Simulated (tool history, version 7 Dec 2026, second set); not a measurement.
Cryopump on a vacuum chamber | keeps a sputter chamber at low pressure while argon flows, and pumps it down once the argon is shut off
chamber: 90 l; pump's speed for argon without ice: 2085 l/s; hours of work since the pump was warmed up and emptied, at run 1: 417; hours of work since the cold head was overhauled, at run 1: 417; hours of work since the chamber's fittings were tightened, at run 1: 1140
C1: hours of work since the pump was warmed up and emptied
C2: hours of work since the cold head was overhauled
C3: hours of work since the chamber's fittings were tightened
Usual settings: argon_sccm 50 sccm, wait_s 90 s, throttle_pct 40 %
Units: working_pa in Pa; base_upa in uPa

Run 1, hour 0: usual settings; C1 417; C2 417; C3 1140. Result: working_pa 0.1123 Pa, base_upa 1.98 uPa.
Run 2, hour 20.3: usual settings but argon_sccm 76 sccm; C1 427; C2 427; C3 1151. Result: working_pa 0.1731 Pa, base_upa 2 uPa.
Run 3, hour 44.5: usual settings but argon_sccm 76 sccm; C1 439; C2 439; C3 1163. Result: working_pa 0.1739 Pa, base_upa 2 uPa.
Run 4, hour 70: usual settings but argon_sccm 76 sccm; C1 452; C2 452; C3 1176. Result: working_pa 0.1717 Pa, base_upa 2.06 uPa.
Run 5, hour 89.4: usual settings but argon_sccm 76 sccm; C1 462; C2 462; C3 1186. Result: working_pa 0.1748 Pa, base_upa 2.13 uPa.
At hour 111.9: leaking fittings of the chamber tightened, without venting.
Run 6, hour 121.4: usual settings but argon_sccm 76 sccm; C1 477; C2 477; C3 5. Result: working_pa 0.1762 Pa, base_upa 0.67 uPa.
Run 7, hour 155.6: usual settings; C1 495; C2 495; C3 22. Result: working_pa 0.1158 Pa, base_upa 0.7 uPa.
Run 8, hour 177.9: usual settings; C1 506; C2 506; C3 33. Result: working_pa 0.1173 Pa, base_upa 0.77 uPa.
Run 9, hour 192.8: usual settings but argon_sccm 61 sccm; C1 514; C2 514; C3 41. Result: working_pa 0.1424 Pa, base_upa 0.77 uPa.
Run 10, hour 214.1: usual settings but argon_sccm 67 sccm; C1 524; C2 524; C3 52. Result: working_pa 0.1565 Pa, base_upa 0.76 uPa.
Run 11, hour 231.1: usual settings but argon_sccm 67 sccm; C1 533; C2 533; C3 60. Result: working_pa 0.1578 Pa, base_upa 0.74 uPa.
Run 12, hour 265.4: usual settings but throttle_pct 42 %; C1 550; C2 550; C3 78. Result: working_pa 0.1129 Pa, base_upa 0.79 uPa.
Run 13, hour 288.5: usual settings but throttle_pct 42 %; C1 562; C2 562; C3 89. Result: working_pa 0.1137 Pa, base_upa 0.81 uPa.
Run 14, hour 313.2: usual settings but throttle_pct 28 %; C1 575; C2 575; C3 102. Result: working_pa 0.1634 Pa, base_upa 0.85 uPa.
Run 15, hour 334.5: usual settings but argon_sccm 24 sccm; C1 585; C2 585; C3 113. Result: working_pa 0.0574 Pa, base_upa 0.85 uPa.
Run 16, hour 360.9: usual settings but argon_sccm 24 sccm; C1 599; C2 599; C3 126. Result: working_pa 0.0575 Pa, base_upa 0.87 uPa.
Run 17, hour 385.5: usual settings but argon_sccm 24 sccm; C1 611; C2 611; C3 139. Result: working_pa 0.0579 Pa, base_upa 0.84 uPa.
Run 18, hour 418.4: usual settings but argon_sccm 24 sccm; C1 628; C2 628; C3 155. Result: working_pa 0.0587 Pa, base_upa 0.92 uPa.
At hour 445.9: pump warmed up, emptied and cooled again.
Run 19, hour 449.3: usual settings but wait_s 33 s, throttle_pct 43 %; C1 2; C2 641; C3 168. Result: working_pa 0.0961 Pa, base_upa 1.49 uPa.
Run 20, hour 474.7: usual settings but throttle_pct 31 %; C1 15; C2 654; C3 181. Result: working_pa 0.1317 Pa, base_upa 0.83 uPa.
Run 21, hour 497.7: usual settings but argon_sccm 41 sccm; C1 26; C2 666; C3 193. Result: working_pa 0.0836 Pa, base_upa 0.76 uPa.
Run 22, hour 519.2: usual settings but argon_sccm 41 sccm; C1 37; C2 677; C3 204. Result: working_pa 0.0841 Pa, base_upa 0.82 uPa.
Run 23, hour 550: usual settings but argon_sccm 26 sccm, wait_s 32 s, throttle_pct 27 %; C1 53; C2 692; C3 219. Result: working_pa 0.0788 Pa, base_upa 1.63 uPa.
Run 24, hour 568: usual settings but argon_sccm 32 sccm, throttle_pct 26 %; C1 62; C2 701; C3 229. Result: working_pa 0.0999 Pa, base_upa 0.84 uPa.
Run 25, hour 584: usual settings but argon_sccm 74 sccm, throttle_pct 26 %; C1 70; C2 709; C3 237. Result: working_pa 0.2347 Pa, base_upa 0.88 uPa.
Run 26, hour 603.3: usual settings but argon_sccm 74 sccm, wait_s 105 s, throttle_pct 25 %; C1 80; C2 719; C3 247. Result: working_pa 0.2437 Pa, base_upa 0.79 uPa.
Run 27, hour 618.3: usual settings but argon_sccm 21 sccm, wait_s 23 s; C1 87; C2 727; C3 254. Result: working_pa 0.0444 Pa, base_upa 2.26 uPa.
Run 28, hour 650: usual settings but argon_sccm 21 sccm, wait_s 23 s; C1 103; C2 743; C3 270. Result: working_pa 0.044 Pa, base_upa 2.21 uPa.
Run 29, hour 667.6: usual settings but argon_sccm 54 sccm, wait_s 25 s, throttle_pct 23 %; C1 112; C2 752; C3 279. Result: working_pa 0.1934 Pa, base_upa 2.05 uPa.
Run 30, hour 700.5: usual settings but argon_sccm 54 sccm, wait_s 25 s, throttle_pct 23 %; C1 129; C2 768; C3 296. Result: working_pa 0.1941 Pa, base_upa 2.09 uPa.
Run 31, hour 733.6: usual settings but argon_sccm 58 sccm, wait_s 35 s, throttle_pct 26 %; C1 146; C2 785; C3 313. Result: working_pa 0.1837 Pa, base_upa 1.7 uPa.
Run 32, hour 754.2: usual settings but argon_sccm 58 sccm, wait_s 35 s, throttle_pct 26 %; C1 156; C2 796; C3 323. Result: working_pa 0.1858 Pa, base_upa 1.72 uPa.
Run 33, hour 785.7: usual settings but argon_sccm 97 sccm, wait_s 35 s, throttle_pct 26 %; C1 172; C2 812; C3 339. Result: working_pa 0.3118 Pa, base_upa 1.7 uPa.
Run 34, hour 814.2: usual settings but argon_sccm 89 sccm, wait_s 28 s, throttle_pct 53 %; C1 187; C2 826; C3 353. Result: working_pa 0.1461 Pa, base_upa 2.01 uPa.

3 ways to go on from here, each from the tool as it stands after run 34. What would each give?
Run A, hour 842.4: usual settings but wait_s 264 s; C1 201; C2 840; C3 368. Result: working_pa ?, base_upa ?.
Run B, hour 842.4: usual settings but argon_sccm 89 sccm, wait_s 28 s, throttle_pct 26 %; C1 201; C2 840; C3 368. Result: working_pa ?, base_upa ?.
Run C, hour 842.4: usual settings but argon_sccm 67 sccm, wait_s 39 s, throttle_pct 24 %; C1 201; C2 840; C3 368. Result: working_pa ?, base_upa ?.

run  working_pa  base_upa
  A      0.1065      0.71
  B      0.2872      2.03
  C      0.2345      1.57
Without the tool's hidden state the same runs would have given:
run  working_pa  base_upa
  A      0.1012      0.29
  B      0.2779      1.61
  C      0.2274      1.15
